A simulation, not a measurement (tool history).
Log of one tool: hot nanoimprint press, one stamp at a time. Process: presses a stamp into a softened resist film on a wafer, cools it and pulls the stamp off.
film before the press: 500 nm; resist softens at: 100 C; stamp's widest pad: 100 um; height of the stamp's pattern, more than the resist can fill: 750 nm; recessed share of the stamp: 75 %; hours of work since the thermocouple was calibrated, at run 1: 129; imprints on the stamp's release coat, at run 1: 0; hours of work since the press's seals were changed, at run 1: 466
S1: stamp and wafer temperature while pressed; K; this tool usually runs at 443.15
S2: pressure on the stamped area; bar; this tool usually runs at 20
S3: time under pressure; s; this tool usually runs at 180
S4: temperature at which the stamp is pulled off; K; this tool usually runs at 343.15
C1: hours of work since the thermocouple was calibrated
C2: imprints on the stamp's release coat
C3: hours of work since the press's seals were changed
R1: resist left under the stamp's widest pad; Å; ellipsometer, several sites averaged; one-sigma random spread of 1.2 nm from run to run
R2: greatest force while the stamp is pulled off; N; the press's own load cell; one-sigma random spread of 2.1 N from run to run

run	hour	S1	S2	S3	S4	C1	C2	C3	R1	R2
1	0	443.15	20	180	343.15	129	0	466	1875	117
2	20.9	443.15	20	180	343.15	143	74	479	1894	115
3	33.8	443.15	20	180	343.15	151	120	488	1865	116
4	47	443.15	20	180	343.15	159	167	496	1893	114
5	75.7	443.15	20	180	343.15	178	268	515	1870	117
6	104.4	443.15	20	180	343.15	196	370	533	1861	113
7	129.4	443.15	20	180	343.15	212	459	549	1895	116
8	151.1	443.15	18.7	180	343.15	226	536	563	1914	112
9	167.8	443.15	18.7	180	343.15	237	595	574	1916	118
10	191.8	443.15	18.7	180	343.15	253	680	589	1942	115
# hour 218.9: stamp cleaned and given a new release coat
11	224.4	443.15	20	180	343.15	270	19	606	1875	113
# hour 229.5: plate thermocouple calibrated
12	239.3	443.15	16.1	180	343.15	6	62	614	2045	109
13	251.3	443.15	16.1	180	343.15	14	104	622	2087	117
14	267.2	443.15	16.1	180	343.15	24	160	632	2074	114
15	286.8	443.15	20	180	343.15	37	230	645	1848	115
16	307.3	443.15	20	180	343.15	50	303	658	1872	116
17	320.7	432.15	20	207	343.15	59	350	667	2594	115
18	344	432.15	20	207	343.15	74	433	682	2613	115
19	356.6	443.15	20	272	343.15	82	478	690	1579	115
20	375.3	443.15	20	272	343.15	94	544	702	1593	117
21	398.2	445.15	20	180	343.15	109	625	716	1751	113
22	417.3	445.15	20	180	343.15	121	693	729	1746	116
# hour 440.7: stamp cleaned and given a new release coat
23	451.1	445.15	23.1	180	343.15	139	36	747	1642	120
24	479.6	445.15	23.1	180	343.15	157	137	765	1639	115
25	505.4	437.15	15	296	349.15	174	229	782	2139	96
26	527.7	437.15	15	296	349.15	188	308	796	2154	97
27	549.1	439.15	15	296	344.15	202	384	810	2009	115
28	562	439.15	15	296	344.15	210	430	818	2027	111
29	588.4	443.15	17.4	180	334.15	227	523	835	1984	136

Here are 3 independent what-if runs from the current tool condition. What would each one return?
A	613.2	446.15	25.9	180	343.15	243	611	851	?	?
B	613.2	443.15	21.4	180	343.15	243	611	851	?	?
C	613.2	443.15	17.4	180	340.15	243	611	851	?	?

run	R1	R2
A	1484	115
B	1800	113
C	1995	126
Take away the tool's hidden state, keep each run's random variation, and the runs would have read:
run	R1	R2
A	1480	115
B	1796	112
C	1991	125

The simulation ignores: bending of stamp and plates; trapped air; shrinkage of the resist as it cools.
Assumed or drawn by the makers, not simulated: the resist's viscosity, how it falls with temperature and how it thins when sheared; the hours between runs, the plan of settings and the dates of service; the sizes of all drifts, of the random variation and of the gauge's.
